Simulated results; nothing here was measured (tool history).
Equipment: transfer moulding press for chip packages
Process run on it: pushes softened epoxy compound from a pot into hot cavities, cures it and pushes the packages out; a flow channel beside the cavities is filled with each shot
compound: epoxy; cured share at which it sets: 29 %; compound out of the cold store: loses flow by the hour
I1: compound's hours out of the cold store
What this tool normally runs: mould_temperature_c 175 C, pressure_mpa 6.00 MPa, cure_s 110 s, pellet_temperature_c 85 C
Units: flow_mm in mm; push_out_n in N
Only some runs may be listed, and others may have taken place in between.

run 1 hour=0.0 | mould_temperature_c=175 pressure_mpa=6.00 cure_s=110 pellet_temperature_c=85 | I1=45.5 | flow_mm=534 push_out_n=541
run 2 hour=7.1 | mould_temperature_c=175 pressure_mpa=6.00 cure_s=110 pellet_temperature_c=85 | I1=8.1 | flow_mm=599 push_out_n=586
run 3 hour=17.1 | mould_temperature_c=175 pressure_mpa=6.00 cure_s=110 pellet_temperature_c=85 | I1=16.1 | flow_mm=578 push_out_n=627
run 4 hour=24.1 | mould_temperature_c=175 pressure_mpa=6.00 cure_s=110 pellet_temperature_c=85 | I1=24.7 | flow_mm=562 push_out_n=629
-- hour=27.8 cavities cleaned with cleaning compound and waxed
run 5 hour=30.9 | mould_temperature_c=175 pressure_mpa=6.00 cure_s=110 pellet_temperature_c=85 | I1=43.5 | flow_mm=530 push_out_n=676
run 6 hour=39.0 | mould_temperature_c=175 pressure_mpa=6.00 cure_s=110 pellet_temperature_c=85 | I1=40.7 | flow_mm=530 push_out_n=678
run 7 hour=45.1 | mould_temperature_c=175 pressure_mpa=6.00 cure_s=110 pellet_temperature_c=85 | I1=36.6 | flow_mm=540 push_out_n=692
-- hour=47.2 cavities cleaned with cleaning compound and waxed, once more
run 8 hour=56.1 | mould_temperature_c=175 pressure_mpa=6.00 cure_s=110 pellet_temperature_c=85 | I1=36.3 | flow_mm=549 push_out_n=432
run 9 hour=63.6 | mould_temperature_c=170 pressure_mpa=6.00 cure_s=110 pellet_temperature_c=85 | I1=39.9 | flow_mm=541 push_out_n=625
run 10 hour=69.6 | mould_temperature_c=170 pressure_mpa=6.00 cure_s=110 pellet_temperature_c=82 | I1=28.8 | flow_mm=558 push_out_n=702
run 11 hour=76.8 | mould_temperature_c=175 pressure_mpa=6.00 cure_s=128 pellet_temperature_c=85 | I1=26.7 | flow_mm=551 push_out_n=446
run 12 hour=82.7 | mould_temperature_c=175 pressure_mpa=6.00 cure_s=110 pellet_temperature_c=85 | I1=16.6 | flow_mm=569 push_out_n=577
run 13 hour=89.5 | mould_temperature_c=172 pressure_mpa=6.00 cure_s=110 pellet_temperature_c=85 | I1=20.4 | flow_mm=567 push_out_n=701
run 14 hour=97.7 | mould_temperature_c=175 pressure_mpa=6.00 cure_s=110 pellet_temperature_c=85 | I1=45.5 | flow_mm=522 push_out_n=586
run 15 hour=108.1 | mould_temperature_c=178 pressure_mpa=6.00 cure_s=110 pellet_temperature_c=85 | I1=38.4 | flow_mm=530 push_out_n=546
-- hour=111.1 cavities cleaned with cleaning compound and waxed
run 16 hour=116.3 | mould_temperature_c=178 pressure_mpa=6.00 cure_s=110 pellet_temperature_c=85 | I1=35.6 | flow_mm=534 push_out_n=375
run 17 hour=121.3 | mould_temperature_c=178 pressure_mpa=6.00 cure_s=110 pellet_temperature_c=85 | I1=43.8 | flow_mm=517 push_out_n=397
run 18 hour=126.3 | mould_temperature_c=178 pressure_mpa=6.00 cure_s=110 pellet_temperature_c=85 | I1=34.3 | flow_mm=536 push_out_n=445
run 19 hour=136.3 | mould_temperature_c=171 pressure_mpa=5.98 cure_s=98 pellet_temperature_c=83 | I1=20.5 | flow_mm=569 push_out_n=914
run 20 hour=143.3 | mould_temperature_c=171 pressure_mpa=5.98 cure_s=98 pellet_temperature_c=83 | I1=28.5 | flow_mm=548 push_out_n=902
run 21 hour=152.5 | mould_temperature_c=181 pressure_mpa=5.00 cure_s=98 pellet_temperature_c=94 | I1=15.8 | flow_mm=512 push_out_n=513
run 22 hour=156.8 | mould_temperature_c=177 pressure_mpa=6.00 cure_s=110 pellet_temperature_c=80 | I1=44.6 | flow_mm=516 push_out_n=543
run 23 hour=163.7 | mould_temperature_c=175 pressure_mpa=6.00 cure_s=108 pellet_temperature_c=85 | I1=10.1 | flow_mm=577 push_out_n=655
run 24 hour=171.0 | mould_temperature_c=175 pressure_mpa=6.17 cure_s=110 pellet_temperature_c=95 | I1=24.7 | flow_mm=563 push_out_n=633
-- hour=175.6 cavities cleaned with cleaning compound and waxed
run 25 hour=179.5 | mould_temperature_c=175 pressure_mpa=5.93 cure_s=110 pellet_temperature_c=93 | I1=12.9 | flow_mm=565 push_out_n=417
run 26 hour=185.2 | mould_temperature_c=175 pressure_mpa=4.73 cure_s=97 pellet_temperature_c=85 | I1=33.4 | flow_mm=474 push_out_n=586
-- hour=196.7 plunger's sealing rings changed
run 27 hour=198.1 | mould_temperature_c=175 pressure_mpa=4.73 cure_s=97 pellet_temperature_c=85 | I1=42.3 | flow_mm=512 push_out_n=628
run 28 hour=204.6 | mould_temperature_c=177 pressure_mpa=6.74 cure_s=116 pellet_temperature_c=77 | I1=32.1 | flow_mm=634 push_out_n=460
run 29 hour=211.0 | mould_temperature_c=172 pressure_mpa=5.44 cure_s=110 pellet_temperature_c=85 | I1=10.8 | flow_mm=611 push_out_n=689

Some steps in flow_mm, run to run, broken into two amounts with sign: the step expected even without the hidden condition (settings, incoming material, random variation), and the rest, left for the hidden condition together with whatever gauge scatter is not in both the measured and the hidden-condition-free result:
What the log doesn't record here: true mould temperature over the reading, C; pressure that reaches the compound, % of what is set; grip of the stained cavities, % over clean ones'; drift of the gauge itself on flow_mm, %; drift of the gauge itself on push_out_n, %.
Run 25 -> 26: pressure_mpa 5.93 -> 4.73, cure_s 110 -> 97, pellet_temperature_c 93 -> 85. flow_mm -91 mm: hidden state +10, all else -101.
Run 26 -> 27: plunger's sealing rings changed. flow_mm +38 mm: hidden state +53, all else -15.
Run 27 -> 28: mould_temperature_c 175 -> 177, pressure_mpa 4.73 -> 6.74, cure_s 97 -> 116, pellet_temperature_c 85 -> 77. flow_mm +122 mm: hidden state +0, all else +122.

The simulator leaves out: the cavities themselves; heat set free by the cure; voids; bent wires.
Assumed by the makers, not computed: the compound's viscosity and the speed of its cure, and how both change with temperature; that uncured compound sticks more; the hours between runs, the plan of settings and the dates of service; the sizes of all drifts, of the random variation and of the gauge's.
